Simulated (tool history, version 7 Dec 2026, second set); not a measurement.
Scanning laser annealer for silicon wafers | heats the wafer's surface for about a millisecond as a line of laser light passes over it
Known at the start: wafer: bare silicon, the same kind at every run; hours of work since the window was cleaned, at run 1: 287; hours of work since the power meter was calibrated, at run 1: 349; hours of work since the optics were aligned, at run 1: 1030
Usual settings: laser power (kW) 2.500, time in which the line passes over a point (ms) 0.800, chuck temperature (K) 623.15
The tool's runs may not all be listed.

run	hour	laser power (kW)	time in which the line passes over a point (ms)	chuck temperature (K)	hours of work since the window was cleaned	hours of work since the power meter was calibrated	hours of work since the optics were aligned	highest temperature of the surface (K)
1	0.0	2.500	0.800	623.15	287	349	1030	1415.15
2	45.8	2.500	0.800	623.15	319	380	1062	1419.15
3	69.6	2.500	0.800	623.15	335	397	1078	1414.15
4	105.1	2.500	0.800	658.15	360	422	1103	1451.15
5	154.5	2.500	0.800	658.15	394	456	1137	1450.15
6	186.3	2.310	0.800	623.15	416	478	1159	1340.15
7	223.7	2.310	0.800	623.15	442	504	1185	1341.15
# hour 228.0: window over the wafer cleaned
8	254.4	2.310	0.800	623.15	18	524	1205	1343.15
9	298.1	2.310	0.800	623.15	49	554	1235	1340.15
10	322.9	2.310	0.800	623.15	66	571	1253	1344.15
11	344.1	2.500	0.674	623.15	81	586	1267	1362.15
12	366.2	2.500	0.674	623.15	96	601	1283	1364.15
13	409.6	2.500	0.674	623.15	126	631	1313	1361.15
14	430.7	2.500	0.674	623.15	141	646	1327	1363.15
15	470.3	2.500	0.800	623.15	168	674	1355	1416.15
16	493.4	2.500	0.800	623.15	184	690	1371	1421.15
17	531.7	2.500	0.800	623.15	211	716	1398	1419.15
18	561.2	2.500	0.800	623.15	231	737	1418	1418.15
19	594.5	2.500	0.800	623.15	254	760	1441	1417.15
20	630.5	2.500	0.800	623.15	279	785	1466	1413.15
21	650.6	2.143	0.588	592.15	293	799	1480	1167.15
22	673.3	2.500	0.800	622.15	309	815	1496	1416.15
23	719.4	2.573	0.595	595.15	341	847	1528	1323.15
24	754.1	2.266	0.800	623.15	365	871	1552	1321.15
25	775.7	2.500	0.755	623.15	380	886	1567	1399.15
26	798.3	2.500	0.755	623.15	396	901	1583	1396.15
27	828.1	2.409	0.712	617.15	416	922	1603	1340.15
# hour 870.6: window over the wafer cleaned
28	874.6	2.279	0.712	616.15	3	953	1634	1289.15
29	916.8	2.279	0.712	616.15	32	982	1663	1289.15
30	966.1	2.624	0.690	616.15	66	1016	1698	1406.15
# hour 988.4: optics aligned, line set to its width
31	1019.1	2.624	0.690	616.15	100	1050	21	1406.15
32	1048.9	2.624	0.690	616.15	120	1070	42	1412.15
33	1093.6	2.740	0.632	623.15	151	1101	73	1430.15
34	1121.7	2.740	0.632	623.15	171	1121	93	1426.15
35	1165.4	2.740	0.632	623.15	201	1151	123	1426.15
36	1203.0	2.740	0.621	632.15	227	1177	149	1432.15
37	1237.1	2.740	0.621	632.15	251	1201	173	1433.15
38	1278.6	2.472	0.679	587.15	280	1230	201	1316.15
39	1317.2	2.624	0.601	639.15	306	1256	228	1385.15
40	1357.9	2.624	0.601	639.15	335	1285	256	1388.15

Forecast each of these 3 alternatives for the next run:
A	1389.9	2.136	0.761	662.15	357	1307	279	?
B	1389.9	2.624	0.921	639.15	357	1307	279	?
C	1389.9	2.287	0.757	648.15	357	1307	279	?

run	highest temperature of the surface (K)
A	1297.15
B	1534.15
C	1342.15
Without the tool's hidden state the same runs would have given:
run	highest temperature of the surface (K)
A	1298.15
B	1535.15
C	1342.15
